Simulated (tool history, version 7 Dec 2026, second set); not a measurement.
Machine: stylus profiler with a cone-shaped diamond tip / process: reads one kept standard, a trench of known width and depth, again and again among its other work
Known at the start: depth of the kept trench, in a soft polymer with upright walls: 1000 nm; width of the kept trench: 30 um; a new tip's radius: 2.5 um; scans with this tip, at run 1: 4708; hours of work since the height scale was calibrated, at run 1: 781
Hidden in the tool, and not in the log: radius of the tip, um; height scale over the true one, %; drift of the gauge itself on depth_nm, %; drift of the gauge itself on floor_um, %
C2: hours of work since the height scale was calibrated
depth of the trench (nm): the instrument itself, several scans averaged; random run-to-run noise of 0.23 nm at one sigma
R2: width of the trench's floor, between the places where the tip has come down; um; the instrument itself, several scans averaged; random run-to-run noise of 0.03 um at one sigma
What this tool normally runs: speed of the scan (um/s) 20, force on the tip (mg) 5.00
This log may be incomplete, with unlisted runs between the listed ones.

Run 1, hour 0.0: usual settings; scans with this tip 4708; C2 781. Result: depth of the trench (nm) 1027.30, R2 25.65 um.
Run 2, hour 42.2: usual settings; scans with this tip 4810; C2 798. Result: depth of the trench (nm) 1027.63, R2 25.69 um.
Run 3, hour 91.5: usual settings; scans with this tip 4929; C2 818. Result: depth of the trench (nm) 1027.62, R2 25.67 um.
Run 4, hour 133.8: usual settings; scans with this tip 5031; C2 835. Result: depth of the trench (nm) 1027.37, R2 25.62 um.
Run 5, hour 188.3: usual settings but speed of the scan (um/s) 30; scans with this tip 5162; C2 856. Result: depth of the trench (nm) 1028.10, R2 25.64 um.
Run 6, hour 225.8: usual settings but speed of the scan (um/s) 30; scans with this tip 5253; C2 871. Result: depth of the trench (nm) 1028.18, R2 25.60 um.
Run 7, hour 275.0: usual settings but speed of the scan (um/s) 30; scans with this tip 5371; C2 891. Result: depth of the trench (nm) 1027.96, R2 25.55 um.
Run 8, hour 329.0: usual settings; scans with this tip 5502; C2 913. Result: depth of the trench (nm) 1028.30, R2 25.58 um.
Run 9, hour 365.7: usual settings; scans with this tip 5590; C2 927. Result: depth of the trench (nm) 1028.41, R2 25.65 um.
Run 10, hour 400.6: usual settings; scans with this tip 5674; C2 941. Result: depth of the trench (nm) 1028.91, R2 25.64 um.
Run 11, hour 477.2: usual settings; scans with this tip 5859; C2 972. Result: depth of the trench (nm) 1028.52, R2 25.60 um.
Run 12, hour 537.7: usual settings but force on the tip (mg) 2.55; scans with this tip 6005; C2 996. Result: depth of the trench (nm) 1019.84, R2 25.62 um.
Run 13, hour 581.8: usual settings but force on the tip (mg) 2.55; scans with this tip 6111; C2 1014. Result: depth of the trench (nm) 1020.11, R2 25.53 um.
Run 14, hour 649.7: usual settings; scans with this tip 6275; C2 1041. Result: depth of the trench (nm) 1029.06, R2 25.56 um.
Run 15, hour 701.5: usual settings; scans with this tip 6400; C2 1062. Result: depth of the trench (nm) 1029.10, R2 25.59 um.
Run 16, hour 749.8: usual settings; scans with this tip 6516; C2 1081. Result: depth of the trench (nm) 1029.03, R2 25.60 um.
Run 17, hour 827.2: usual settings but force on the tip (mg) 14.92; scans with this tip 6703; C2 1112. Result: depth of the trench (nm) 1055.25, R2 25.59 um.
Run 18, hour 871.5: usual settings but speed of the scan (um/s) 7, force on the tip (mg) 14.92; scans with this tip 6810; C2 1130. Result: depth of the trench (nm) 1055.35, R2 25.64 um.
Run 19, hour 913.8: usual settings but speed of the scan (um/s) 7, force on the tip (mg) 14.92; scans with this tip 6912; C2 1147. Result: depth of the trench (nm) 1055.57, R2 25.60 um.
Run 20, hour 957.1: usual settings but speed of the scan (um/s) 6, force on the tip (mg) 14.92; scans with this tip 7017; C2 1164. Result: depth of the trench (nm) 1055.03, R2 25.60 um.
Run 21, hour 1031.2: usual settings but speed of the scan (um/s) 6, force on the tip (mg) 14.92; scans with this tip 7195; C2 1194. Result: depth of the trench (nm) 1055.42, R2 25.62 um.
Run 22, hour 1076.9: usual settings but speed of the scan (um/s) 6, force on the tip (mg) 14.92; scans with this tip 7306; C2 1212. Result: depth of the trench (nm) 1055.79, R2 25.61 um.
Run 23, hour 1156.9: usual settings but speed of the scan (um/s) 9, force on the tip (mg) 7.34; scans with this tip 7499; C2 1244. Result: depth of the trench (nm) 1037.08, R2 25.56 um.
Run 24, hour 1227.0: usual settings but speed of the scan (um/s) 29, force on the tip (mg) 11.92; scans with this tip 7668; C2 1272. Result: depth of the trench (nm) 1048.72, R2 25.53 um.
Run 25, hour 1272.1: usual settings but speed of the scan (um/s) 16, force on the tip (mg) 1.69; scans with this tip 7776; C2 1290. Result: depth of the trench (nm) 1018.12, R2 25.44 um.
Run 26, hour 1333.1: usual settings but speed of the scan (um/s) 78, force on the tip (mg) 5.06; scans with this tip 7924; C2 1315. Result: depth of the trench (nm) 1030.55, R2 25.24 um.
Run 27, hour 1419.1: usual settings but speed of the scan (um/s) 78, force on the tip (mg) 5.06; scans with this tip 8131; C2 1349. Result: depth of the trench (nm) 1030.43, R2 25.19 um.
Run 28, hour 1497.7: usual settings but speed of the scan (um/s) 78, force on the tip (mg) 5.06; scans with this tip 8320; C2 1380. Result: depth of the trench (nm) 1030.84, R2 25.20 um.
Run 29, hour 1581.6: usual settings but speed of the scan (um/s) 25, force on the tip (mg) 8.02; scans with this tip 8523; C2 1414. Result: depth of the trench (nm) 1039.59, R2 25.43 um.
Run 30, hour 1636.5: usual settings but speed of the scan (um/s) 25, force on the tip (mg) 8.02; scans with this tip 8655; C2 1436. Result: depth of the trench (nm) 1039.69, R2 25.45 um.
Run 31, hour 1709.7: usual settings but speed of the scan (um/s) 25, force on the tip (mg) 6.55; scans with this tip 8832; C2 1465. Result: depth of the trench (nm) 1036.12, R2 25.43 um.
Run 32, hour 1753.8: usual settings but speed of the scan (um/s) 8, force on the tip (mg) 4.25; scans with this tip 8938; C2 1483. Result: depth of the trench (nm) 1028.31, R2 25.49 um.
Run 33, hour 1833.0: usual settings but speed of the scan (um/s) 29, force on the tip (mg) 4.25; scans with this tip 9130; C2 1515. Result: depth of the trench (nm) 1029.11, R2 25.32 um.
Run 34, hour 1903.9: usual settings but speed of the scan (um/s) 29, force on the tip (mg) 4.25; scans with this tip 9300; C2 1543. Result: depth of the trench (nm) 1029.25, R2 25.38 um.
Run 35, hour 1981.9: usual settings but speed of the scan (um/s) 14, force on the tip (mg) 11.80; scans with this tip 9489; C2 1574. Result: depth of the trench (nm) 1050.25, R2 25.47 um.
Run 36, hour 2051.7: usual settings but speed of the scan (um/s) 58, force on the tip (mg) 3.21; scans with this tip 9657; C2 1602. Result: depth of the trench (nm) 1025.07, R2 25.18 um.
Run 37, hour 2131.1: usual settings but speed of the scan (um/s) 58, force on the tip (mg) 3.21; scans with this tip 9849; C2 1634. Result: depth of the trench (nm) 1025.26, R2 25.07 um.
Run 38, hour 2213.5: usual settings but speed of the scan (um/s) 15, force on the tip (mg) 2.69; scans with this tip 10047; C2 1667. Result: depth of the trench (nm) 1024.09, R2 25.32 um.
Run 39, hour 2294.9: usual settings but force on the tip (mg) 6.74; scans with this tip 10244; C2 1699. Result: depth of the trench (nm) 1037.43, R2 25.39 um.
Run 40, hour 2352.3: usual settings but speed of the scan (um/s) 14, force on the tip (mg) 10.63; scans with this tip 10382; C2 1722. Result: depth of the trench (nm) 1047.75, R2 25.35 um.
Run 41, hour 2416.9: usual settings but speed of the scan (um/s) 14, force on the tip (mg) 10.63; scans with this tip 10538; C2 1748. Result: depth of the trench (nm) 1048.56, R2 25.36 um.
Run 42, hour 2495.2: usual settings but speed of the scan (um/s) 14, force on the tip (mg) 10.63; scans with this tip 10727; C2 1780. Result: depth of the trench (nm) 1048.29, R2 25.35 um.
Run 43, hour 2564.1: usual settings but speed of the scan (um/s) 14; scans with this tip 10893; C2 1807. Result: depth of the trench (nm) 1033.11, R2 25.32 um.

Each row is a separate what-if for the run after 43, all from the same tool condition, not one after another. Results?
Run A, hour 2644.8: usual settings but speed of the scan (um/s) 14, force on the tip (mg) 11.20; scans with this tip 11088; C2 1840. Result: depth of the trench (nm) ?, R2 ?.
Run B, hour 2644.8: usual settings but speed of the scan (um/s) 70; scans with this tip 11088; C2 1840. Result: depth of the trench (nm) ?, R2 ?.
Run C, hour 2644.8: usual settings but speed of the scan (um/s) 30; scans with this tip 11088; C2 1840. Result: depth of the trench (nm) ?, R2 ?.
Run D, hour 2644.8: usual settings but speed of the scan (um/s) 5, force on the tip (mg) 4.34; scans with this tip 11088; C2 1840. Result: depth of the trench (nm) ?, R2 ?.

run  depth of the trench (nm)     R2
  A                   1049.84  25.31
  B                   1032.56  25.08
  C                   1032.94  25.24
  D                   1030.52  25.40
With no hidden state in the tool, these same runs would have given:
run  depth of the trench (nm)     R2
  A                   1040.68  25.93
  B                   1023.55  25.70
  C                   1023.93  25.86
  D                   1021.54  26.02
